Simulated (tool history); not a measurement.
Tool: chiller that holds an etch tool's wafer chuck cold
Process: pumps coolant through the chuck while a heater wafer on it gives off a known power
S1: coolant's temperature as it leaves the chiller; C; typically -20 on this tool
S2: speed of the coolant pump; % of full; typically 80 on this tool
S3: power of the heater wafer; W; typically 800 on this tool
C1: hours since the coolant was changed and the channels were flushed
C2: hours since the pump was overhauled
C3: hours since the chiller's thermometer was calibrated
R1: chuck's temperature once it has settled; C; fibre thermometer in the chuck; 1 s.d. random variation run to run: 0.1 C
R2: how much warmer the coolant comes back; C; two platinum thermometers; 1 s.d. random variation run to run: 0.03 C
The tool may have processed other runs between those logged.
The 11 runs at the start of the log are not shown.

{"run": 12, "hour": 1194.6, "S1": -20, "S2": 80, "S3": 800, "C1": 6167, "C2": 1751, "C3": 5061, "R1": -13.4, "R2": 1.8}
{"run": 13, "hour": 1260.5, "S1": -20, "S2": 63, "S3": 800, "C1": 6233, "C2": 1817, "C3": 5127, "R1": -12.1, "R2": 2.22}
{"run": 14, "hour": 1393.3, "S1": -20, "S2": 63, "S3": 800, "C1": 6366, "C2": 1950, "C3": 5260, "R1": -12, "R2": 2.27}
{"run": 15, "hour": 1494.5, "S1": -20, "S2": 63, "S3": 800, "C1": 6467, "C2": 2051, "C3": 5361, "R1": -12, "R2": 2.3}
{"run": 16, "hour": 1615.8, "S1": -20, "S2": 63, "S3": 800, "C1": 6588, "C2": 2172, "C3": 5483, "R1": -12.3, "R2": 2.3}
{"run": 17, "hour": 1674.3, "S1": -12, "S2": 80, "S3": 800, "C1": 6647, "C2": 2231, "C3": 5541, "R1": -5.2, "R2": 1.77}
{"run": 18, "hour": 1741.9, "S1": -12, "S2": 80, "S3": 800, "C1": 6714, "C2": 2298, "C3": 5609, "R1": -5.2, "R2": 1.79}
{"hour": 1768.2, "done": "chiller's thermometer calibrated"}
{"run": 19, "hour": 1876.4, "S1": -26, "S2": 80, "S3": 800, "C1": 6848, "C2": 2432, "C3": 108, "R1": -19, "R2": 1.71}
{"run": 20, "hour": 1983.8, "S1": -20, "S2": 80, "S3": 889, "C1": 6955, "C2": 2539, "C3": 216, "R1": -12.3, "R2": 1.96}
{"hour": 2054.5, "done": "chiller's thermometer calibrated, once more"}
{"run": 21, "hour": 2117.4, "S1": -16, "S2": 93, "S3": 403, "C1": 7088, "C2": 2672, "C3": 63, "R1": -13.1, "R2": 0.8}
{"run": 22, "hour": 2174.9, "S1": -30, "S2": 93, "S3": 498, "C1": 7145, "C2": 2729, "C3": 120, "R1": -26.4, "R2": 0.92}
{"run": 23, "hour": 2255.2, "S1": -30, "S2": 93, "S3": 498, "C1": 7226, "C2": 2810, "C3": 201, "R1": -26.4, "R2": 0.93}
{"run": 24, "hour": 2329.7, "S1": -30, "S2": 67, "S3": 467, "C1": 7300, "C2": 2884, "C3": 275, "R1": -25.5, "R2": 1.24}

What does the tool deliver on the next run?
{"run": 25, "hour": 2448.7, "S1": -14, "S2": 87, "S3": 422, "C1": 7419, "C2": 3003, "C3": 394, "R1": "?", "R2": "?"}

R1: -10.8 C
R2: 0.91 C
The same run, on a tool lacking any hidden state, would have yielded R1 -11.3 C, R2 0.88 C.

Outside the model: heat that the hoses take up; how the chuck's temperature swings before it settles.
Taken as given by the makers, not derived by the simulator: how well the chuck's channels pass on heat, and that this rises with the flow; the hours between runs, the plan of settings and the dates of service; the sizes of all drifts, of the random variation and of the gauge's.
